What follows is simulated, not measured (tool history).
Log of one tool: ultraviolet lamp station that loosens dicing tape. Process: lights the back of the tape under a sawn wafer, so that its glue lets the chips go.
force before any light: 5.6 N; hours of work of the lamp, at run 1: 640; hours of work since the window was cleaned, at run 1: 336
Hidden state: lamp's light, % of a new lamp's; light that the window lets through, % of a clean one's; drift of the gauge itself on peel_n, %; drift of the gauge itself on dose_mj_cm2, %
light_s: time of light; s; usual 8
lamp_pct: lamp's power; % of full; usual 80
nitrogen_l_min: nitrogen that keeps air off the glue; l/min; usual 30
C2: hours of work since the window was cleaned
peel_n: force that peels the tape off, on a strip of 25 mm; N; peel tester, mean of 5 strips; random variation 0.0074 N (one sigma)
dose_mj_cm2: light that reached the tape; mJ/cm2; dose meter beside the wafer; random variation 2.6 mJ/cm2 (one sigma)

{"run": 1, "day": 0.0, "light_s": 8, "lamp_pct": 80, "nitrogen_l_min": 30, "hours of work of the lamp": 640, "C2": 336, "peel_n": 0.284, "dose_mj_cm2": 317}
{"day": 1.308, "done": "window cleaned of glue's vapour"}
{"run": 2, "day": 2.238, "light_s": 8, "lamp_pct": 80, "nitrogen_l_min": 30, "hours of work of the lamp": 675, "C2": 15, "peel_n": 0.282, "dose_mj_cm2": 319}
{"run": 3, "day": 4.133, "light_s": 8, "lamp_pct": 80, "nitrogen_l_min": 30, "hours of work of the lamp": 705, "C2": 45, "peel_n": 0.271, "dose_mj_cm2": 317}
{"run": 4, "day": 5.775, "light_s": 8, "lamp_pct": 80, "nitrogen_l_min": 30, "hours of work of the lamp": 731, "C2": 71, "peel_n": 0.262, "dose_mj_cm2": 315}
{"run": 5, "day": 7.042, "light_s": 8, "lamp_pct": 80, "nitrogen_l_min": 57, "hours of work of the lamp": 751, "C2": 91, "peel_n": 0.224, "dose_mj_cm2": 315}
{"run": 6, "day": 9.471, "light_s": 8, "lamp_pct": 80, "nitrogen_l_min": 9, "hours of work of the lamp": 790, "C2": 129, "peel_n": 0.537, "dose_mj_cm2": 320}
{"run": 7, "day": 11.979, "light_s": 4, "lamp_pct": 80, "nitrogen_l_min": 30, "hours of work of the lamp": 829, "C2": 169, "peel_n": 0.941, "dose_mj_cm2": 157}
{"run": 8, "day": 13.629, "light_s": 4, "lamp_pct": 80, "nitrogen_l_min": 30, "hours of work of the lamp": 856, "C2": 195, "peel_n": 0.963, "dose_mj_cm2": 161}
{"run": 9, "day": 15.342, "light_s": 4, "lamp_pct": 80, "nitrogen_l_min": 30, "hours of work of the lamp": 883, "C2": 223, "peel_n": 0.97, "dose_mj_cm2": 160}
{"run": 10, "day": 17.821, "light_s": 4, "lamp_pct": 80, "nitrogen_l_min": 30, "hours of work of the lamp": 922, "C2": 262, "peel_n": 0.914, "dose_mj_cm2": 159}
{"run": 11, "day": 19.304, "light_s": 8, "lamp_pct": 80, "nitrogen_l_min": 30, "hours of work of the lamp": 946, "C2": 285, "peel_n": 0.28, "dose_mj_cm2": 319}
{"run": 12, "day": 21.875, "light_s": 8, "lamp_pct": 80, "nitrogen_l_min": 30, "hours of work of the lamp": 986, "C2": 326, "peel_n": 0.283, "dose_mj_cm2": 318}
{"day": 23.8, "done": "window cleaned of glue's vapour"}
{"run": 13, "day": 23.8, "light_s": 7, "lamp_pct": 80, "nitrogen_l_min": 30, "hours of work of the lamp": 1017, "C2": 0, "peel_n": 0.328, "dose_mj_cm2": 278}
{"run": 14, "day": 25.842, "light_s": 7, "lamp_pct": 80, "nitrogen_l_min": 30, "hours of work of the lamp": 1049, "C2": 32, "peel_n": 0.334, "dose_mj_cm2": 283}
{"run": 15, "day": 28.467, "light_s": 7, "lamp_pct": 80, "nitrogen_l_min": 30, "hours of work of the lamp": 1091, "C2": 74, "peel_n": 0.343, "dose_mj_cm2": 279}
{"run": 16, "day": 29.638, "light_s": 8, "lamp_pct": 100, "nitrogen_l_min": 30, "hours of work of the lamp": 1109, "C2": 93, "peel_n": 0.204, "dose_mj_cm2": 399}
{"run": 17, "day": 31.758, "light_s": 8, "lamp_pct": 100, "nitrogen_l_min": 30, "hours of work of the lamp": 1143, "C2": 126, "peel_n": 0.203, "dose_mj_cm2": 396}
{"run": 18, "day": 33.688, "light_s": 8, "lamp_pct": 80, "nitrogen_l_min": 21, "hours of work of the lamp": 1173, "C2": 157, "peel_n": 0.329, "dose_mj_cm2": 319}
{"run": 19, "day": 36.092, "light_s": 14, "lamp_pct": 80, "nitrogen_l_min": 30, "hours of work of the lamp": 1211, "C2": 195, "peel_n": 0.173, "dose_mj_cm2": 556}
{"run": 20, "day": 37.217, "light_s": 14, "lamp_pct": 80, "nitrogen_l_min": 30, "hours of work of the lamp": 1229, "C2": 213, "peel_n": 0.162, "dose_mj_cm2": 556}
{"run": 21, "day": 38.904, "light_s": 14, "lamp_pct": 80, "nitrogen_l_min": 30, "hours of work of the lamp": 1256, "C2": 240, "peel_n": 0.177, "dose_mj_cm2": 558}
{"run": 22, "day": 40.112, "light_s": 14, "lamp_pct": 80, "nitrogen_l_min": 30, "hours of work of the lamp": 1275, "C2": 259, "peel_n": 0.175, "dose_mj_cm2": 550}
{"run": 23, "day": 41.275, "light_s": 15, "lamp_pct": 72, "nitrogen_l_min": 30, "hours of work of the lamp": 1294, "C2": 277, "peel_n": 0.171, "dose_mj_cm2": 537}
{"run": 24, "day": 43.267, "light_s": 8, "lamp_pct": 65, "nitrogen_l_min": 17, "hours of work of the lamp": 1325, "C2": 309, "peel_n": 0.535, "dose_mj_cm2": 257}
{"run": 25, "day": 45.417, "light_s": 13, "lamp_pct": 91, "nitrogen_l_min": 25, "hours of work of the lamp": 1359, "C2": 343, "peel_n": 0.167, "dose_mj_cm2": 589}
{"day": 46.296, "done": "window cleaned of glue's vapour"}
{"run": 26, "day": 47.079, "light_s": 7, "lamp_pct": 70, "nitrogen_l_min": 21, "hours of work of the lamp": 1385, "C2": 12, "peel_n": 0.535, "dose_mj_cm2": 241}
{"run": 27, "day": 48.167, "light_s": 4, "lamp_pct": 98, "nitrogen_l_min": 28, "hours of work of the lamp": 1403, "C2": 30, "peel_n": 0.694, "dose_mj_cm2": 197}
{"run": 28, "day": 50.183, "light_s": 4, "lamp_pct": 98, "nitrogen_l_min": 28, "hours of work of the lamp": 1435, "C2": 62, "peel_n": 0.683, "dose_mj_cm2": 191}
{"run": 29, "day": 52.675, "light_s": 4, "lamp_pct": 98, "nitrogen_l_min": 28, "hours of work of the lamp": 1474, "C2": 101, "peel_n": 0.696, "dose_mj_cm2": 196}
{"run": 30, "day": 53.954, "light_s": 5, "lamp_pct": 62, "nitrogen_l_min": 40, "hours of work of the lamp": 1494, "C2": 121, "peel_n": 0.862, "dose_mj_cm2": 157}
{"run": 31, "day": 56.592, "light_s": 5, "lamp_pct": 62, "nitrogen_l_min": 40, "hours of work of the lamp": 1536, "C2": 163, "peel_n": 0.887, "dose_mj_cm2": 152}
{"run": 32, "day": 58.246, "light_s": 8, "lamp_pct": 80, "nitrogen_l_min": 14, "hours of work of the lamp": 1563, "C2": 190, "peel_n": 0.4, "dose_mj_cm2": 320}
{"run": 33, "day": 60.658, "light_s": 8, "lamp_pct": 80, "nitrogen_l_min": 14, "hours of work of the lamp": 1601, "C2": 228, "peel_n": 0.398, "dose_mj_cm2": 322}
{"run": 34, "day": 62.975, "light_s": 7, "lamp_pct": 80, "nitrogen_l_min": 14, "hours of work of the lamp": 1638, "C2": 265, "peel_n": 0.526, "dose_mj_cm2": 278}
{"day": 64.008, "done": "lamp changed"}
{"run": 35, "day": 65.375, "light_s": 8, "lamp_pct": 85, "nitrogen_l_min": 17, "hours of work of the lamp": 22, "C2": 302, "peel_n": 0.329, "dose_mj_cm2": 336}
{"run": 36, "day": 67.696, "light_s": 8, "lamp_pct": 85, "nitrogen_l_min": 17, "hours of work of the lamp": 58, "C2": 339, "peel_n": 0.324, "dose_mj_cm2": 336}
{"day": 68.912, "done": "window cleaned of glue's vapour"}
{"run": 37, "day": 70.408, "light_s": 8, "lamp_pct": 61, "nitrogen_l_min": 57, "hours of work of the lamp": 101, "C2": 24, "peel_n": 0.341, "dose_mj_cm2": 244}
{"run": 38, "day": 72.317, "light_s": 8, "lamp_pct": 61, "nitrogen_l_min": 57, "hours of work of the lamp": 131, "C2": 54, "peel_n": 0.361, "dose_mj_cm2": 246}
{"run": 39, "day": 74.621, "light_s": 6, "lamp_pct": 74, "nitrogen_l_min": 24, "hours of work of the lamp": 168, "C2": 91, "peel_n": 0.58, "dose_mj_cm2": 218}
{"run": 40, "day": 76.725, "light_s": 6, "lamp_pct": 74, "nitrogen_l_min": 24, "hours of work of the lamp": 201, "C2": 124, "peel_n": 0.606, "dose_mj_cm2": 219}
{"run": 41, "day": 79.271, "light_s": 6, "lamp_pct": 74, "nitrogen_l_min": 24, "hours of work of the lamp": 242, "C2": 164, "peel_n": 0.588, "dose_mj_cm2": 219}
{"run": 42, "day": 81.838, "light_s": 9, "lamp_pct": 61, "nitrogen_l_min": 24, "hours of work of the lamp": 282, "C2": 205, "peel_n": 0.404, "dose_mj_cm2": 274}
{"run": 43, "day": 84.462, "light_s": 9, "lamp_pct": 61, "nitrogen_l_min": 24, "hours of work of the lamp": 324, "C2": 247, "peel_n": 0.401, "dose_mj_cm2": 276}

4 ways to go on from here, each from the tool as it stands after run 43. What would each give?
{"run": "A", "day": 86.842, "light_s": 9, "lamp_pct": 63, "nitrogen_l_min": 27, "hours of work of the lamp": 362, "C2": 284, "peel_n": "?", "dose_mj_cm2": "?"}
{"run": "B", "day": 86.842, "light_s": 8, "lamp_pct": 70, "nitrogen_l_min": 30, "hours of work of the lamp": 362, "C2": 284, "peel_n": "?", "dose_mj_cm2": "?"}
{"run": "C", "day": 86.842, "light_s": 7, "lamp_pct": 73, "nitrogen_l_min": 16, "hours of work of the lamp": 362, "C2": 284, "peel_n": "?", "dose_mj_cm2": "?"}
{"run": "D", "day": 86.842, "light_s": 9, "lamp_pct": 61, "nitrogen_l_min": 20, "hours of work of the lamp": 362, "C2": 284, "peel_n": "?", "dose_mj_cm2": "?"}

run=A peel_n=0.349 dose_mj_cm2=282
run=B peel_n=0.345 dose_mj_cm2=287
run=C peel_n=0.582 dose_mj_cm2=249
run=D peel_n=0.432 dose_mj_cm2=276
Without the tool's hidden state the same runs would have given:
run=A peel_n=0.348 dose_mj_cm2=282
run=B peel_n=0.344 dose_mj_cm2=288
run=C peel_n=0.581 dose_mj_cm2=249
run=D peel_n=0.431 dose_mj_cm2=276
